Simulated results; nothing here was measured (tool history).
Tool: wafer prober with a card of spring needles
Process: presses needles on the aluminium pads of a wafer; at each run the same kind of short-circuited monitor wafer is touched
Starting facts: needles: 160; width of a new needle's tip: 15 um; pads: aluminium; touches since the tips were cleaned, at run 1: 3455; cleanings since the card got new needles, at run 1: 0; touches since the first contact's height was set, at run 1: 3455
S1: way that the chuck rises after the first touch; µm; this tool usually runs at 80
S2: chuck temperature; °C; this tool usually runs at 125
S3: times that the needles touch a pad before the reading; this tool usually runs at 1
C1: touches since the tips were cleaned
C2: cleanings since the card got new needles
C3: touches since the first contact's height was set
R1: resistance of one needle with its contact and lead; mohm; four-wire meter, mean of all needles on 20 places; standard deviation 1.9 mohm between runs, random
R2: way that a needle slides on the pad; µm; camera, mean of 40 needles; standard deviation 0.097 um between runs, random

run 1 hour=0 | S1=80 S2=125 S3=1 | C1=3455 C2=0 C3=3455 | R1=211 R2=11.31
-- hour=2.6 tips cleaned on abrasive film
-- hour=15 tips cleaned on abrasive film
-- hour=27.4 tips cleaned on abrasive film
-- hour=37.5 tips cleaned on abrasive film
run 2 hour=38.8 | S1=80 S2=125 S3=1 | C1=512 C2=4 C3=18696 | R1=197 R2=11.18
-- hour=48.4 tips cleaned on abrasive film
-- hour=60.8 tips cleaned on abrasive film
-- hour=71.9 tips cleaned on abrasive film
run 3 hour=71.9 | S1=80 S2=125 S3=1 | C1=0 C2=7 C3=31750 | R1=200 R2=11.11
-- hour=84.5 tips cleaned on abrasive film
-- hour=92 tips cleaned on abrasive film, once more
-- hour=104.4 tips cleaned on abrasive film
-- hour=116.9 tips cleaned on abrasive film
run 4 hour=119.6 | S1=80 S2=125 S3=1 | C1=1094 C2=11 C3=50558 | R1=207 R2=11.24
-- hour=129.3 tips cleaned on abrasive film
-- hour=139.4 tips cleaned on abrasive film
-- hour=151.8 tips cleaned on abrasive film
run 5 hour=154.1 | S1=80 S2=125 S3=1 | C1=920 C2=14 C3=64138 | R1=205 R2=11.45
-- hour=164.2 tips cleaned on abrasive film
-- hour=176.7 tips cleaned on abrasive film
-- hour=188.9 tips cleaned on abrasive film
run 6 hour=195 | S1=80 S2=125 S3=1 | C1=2425 C2=17 C3=80258 | R1=208 R2=11.25
-- hour=200.1 tips cleaned on abrasive film
-- hour=212.6 tips cleaned on abrasive film
run 7 hour=217.9 | S1=80 S2=33 S3=1 | C1=2082 C2=19 C3=89269 | R1=189 R2=11.13
-- hour=223 tips cleaned on abrasive film
-- hour=233 tips cleaned on abrasive film
-- hour=244.9 tips cleaned on abrasive film
-- hour=256.8 tips cleaned on abrasive film
run 8 hour=264.1 | S1=80 S2=33 S3=1 | C1=2889 C2=23 C3=107472 | R1=192 R2=11.02
-- hour=269.2 tips cleaned on abrasive film
-- hour=281.3 tips cleaned on abrasive film
-- hour=293.2 tips cleaned on abrasive film
run 9 hour=300.2 | S1=80 S2=94 S3=1 | C1=2794 C2=26 C3=121697 | R1=206 R2=11.09
-- hour=305.3 tips cleaned on abrasive film
-- hour=317.8 tips cleaned on abrasive film
-- hour=330.1 tips cleaned on abrasive film
run 10 hour=330.1 | S1=80 S2=125 S3=2 | C1=0 C2=29 C3=133447 | R1=199 R2=10.96
-- hour=342.5 tips cleaned on abrasive film
-- hour=354.9 tips cleaned on abrasive film
run 11 hour=355.5 | S1=80 S2=125 S3=1 | C1=245 C2=31 C3=143477 | R1=201 R2=11.03
-- hour=365.5 tips cleaned on abrasive film
-- hour=377.7 tips cleaned on abrasive film
-- hour=387.8 tips cleaned on abrasive film
run 12 hour=396.4 | S1=80 S2=125 S3=1 | C1=3421 C2=34 C3=159600 | R1=212 R2=11.04
-- hour=399 tips cleaned on abrasive film
-- hour=409 tips cleaned on abrasive film
-- hour=420.6 tips cleaned on abrasive film
run 13 hour=427.5 | S1=80 S2=125 S3=1 | C1=2754 C2=37 C3=171862 | R1=211 R2=11
-- hour=432.6 tips cleaned on abrasive film
-- hour=442.7 tips cleaned on abrasive film
-- hour=455.2 tips cleaned on abrasive film
-- hour=467.5 tips cleaned on abrasive film
-- hour=477.6 tips cleaned on abrasive film
run 14 hour=478.6 | S1=80 S2=125 S3=1 | C1=385 C2=42 C3=191942 | R1=207 R2=10.83
-- hour=488.6 tips cleaned on abrasive film
-- hour=500.9 tips cleaned on abrasive film
run 15 hour=509 | S1=80 S2=30 S3=2 | C1=3214 C2=44 C3=203933 | R1=187 R2=10.82
-- hour=511.3 tips cleaned on abrasive film
-- hour=523.7 tips cleaned on abrasive film
-- hour=533.7 tips cleaned on abrasive film
-- hour=544 tips cleaned on abrasive film
run 16 hour=544 | S1=80 S2=77 S3=3 | C1=0 C2=48 C3=217702 | R1=193 R2=10.83
-- hour=556.2 tips cleaned on abrasive film
-- hour=568.8 tips cleaned on abrasive film
run 17 hour=568.9 | S1=97 S2=101 S3=3 | C1=34 C2=50 C3=227504 | R1=192 R2=13.13
-- hour=571.7 height of the first contact set anew
-- hour=579.3 tips cleaned on abrasive film
-- hour=591.6 tips cleaned on abrasive film
run 18 hour=595.4 | S1=97 S2=101 S3=3 | C1=1513 C2=52 C3=9329 | R1=194 R2=13.65
-- hour=602.6 tips cleaned on abrasive film
-- hour=614.8 tips cleaned on abrasive film
-- hour=627.2 tips cleaned on abrasive film
-- hour=639 tips cleaned on abrasive film
run 19 hour=641.8 | S1=62 S2=91 S3=1 | C1=1120 C2=56 C3=27602 | R1=210 R2=8.6
-- hour=651.5 tips cleaned on abrasive film
-- hour=663.9 tips cleaned on abrasive film
-- hour=676.4 tips cleaned on abrasive film
-- hour=687.3 tips cleaned on abrasive film
run 20 hour=687.3 | S1=62 S2=91 S3=1 | C1=0 C2=60 C3=45517 | R1=196 R2=8.59
-- hour=699.7 tips cleaned on abrasive film
-- hour=712.3 tips cleaned on abrasive film
run 21 hour=720.3 | S1=62 S2=91 S3=1 | C1=3192 C2=62 C3=58560 | R1=217 R2=8.58
-- hour=722.9 tips cleaned on abrasive film
-- hour=735.3 tips cleaned on abrasive film
-- hour=745.3 tips cleaned on abrasive film
-- hour=757.9 tips cleaned on abrasive film
-- hour=769.3 tips cleaned on abrasive film
run 22 hour=769.3 | S1=97 S2=25 S3=1 | C1=0 C2=67 C3=77829 | R1=180 R2=13.64
-- hour=779.4 tips cleaned on abrasive film
-- hour=791.6 tips cleaned on abrasive film
-- hour=803.8 tips cleaned on abrasive film
-- hour=813.9 tips cleaned on abrasive film
run 23 hour=819.9 | S1=97 S2=25 S3=1 | C1=2402 C2=71 C3=97783 | R1=188 R2=13.57
-- hour=825 tips cleaned on abrasive film
-- hour=835.1 tips cleaned on abrasive film
-- hour=846.4 tips cleaned on abrasive film
run 24 hour=846.4 | S1=92 S2=60 S3=3 | C1=0 C2=74 C3=108186 | R1=183 R2=12.74
-- hour=856.5 tips cleaned on abrasive film
-- hour=868.8 tips cleaned on abrasive film
-- hour=881 tips cleaned on abrasive film
run 25 hour=882.2 | S1=92 S2=60 S3=3 | C1=499 C2=77 C3=122307 | R1=187 R2=12.81
-- hour=892.3 tips cleaned on abrasive film
-- hour=904.5 tips cleaned on abrasive film
-- hour=914.6 tips cleaned on abrasive film
-- hour=924.6 tips cleaned on abrasive film
run 26 hour=926.9 | S1=70 S2=110 S3=1 | C1=886 C2=81 C3=139883 | R1=210 R2=9.56
-- hour=936.7 tips cleaned on abrasive film
-- hour=949.1 tips cleaned on abrasive film
run 27 hour=949.1 | S1=67 S2=52 S3=1 | C1=0 C2=83 C3=148650 | R1=191 R2=9.12
-- hour=961.4 tips cleaned on abrasive film
-- hour=972.8 tips cleaned on abrasive film
run 28 hour=972.8 | S1=67 S2=52 S3=1 | C1=0 C2=85 C3=157971 | R1=192 R2=9.05

Branching from run 28: 3 alternative next runs. What would each branch give?
-- hour=985.2 tips cleaned on abrasive film
-- hour=997.4 tips cleaned on abrasive film
-- hour=1009.5 tips cleaned on abrasive film
-- hour=1019.6 tips cleaned on abrasive film
run A hour=1020 | S1=94 S2=61 S3=2 | C1=145 C2=89 C3=176557 | R1=? R2=?
-- hour=985.2 tips cleaned on abrasive film
-- hour=997.4 tips cleaned on abrasive film
-- hour=1009.5 tips cleaned on abrasive film
-- hour=1019.6 tips cleaned on abrasive film
run B hour=1020 | S1=91 S2=125 S3=3 | C1=145 C2=89 C3=176557 | R1=? R2=?
-- hour=985.2 tips cleaned on abrasive film
-- hour=997.4 tips cleaned on abrasive film
-- hour=1009.5 tips cleaned on abrasive film
-- hour=1019.6 tips cleaned on abrasive film
run C hour=1020 | S1=60 S2=42 S3=2 | C1=145 C2=89 C3=176557 | R1=? R2=?

run=A R1=190 R2=12.92
run=B R1=198 R2=12.44
run=C R1=193 R2=7.98
Had the tool no hidden state, the same runs would have come out as:
run=A R1=187 R2=13.36
run=B R1=196 R2=12.88
run=C R1=186 R2=8.42
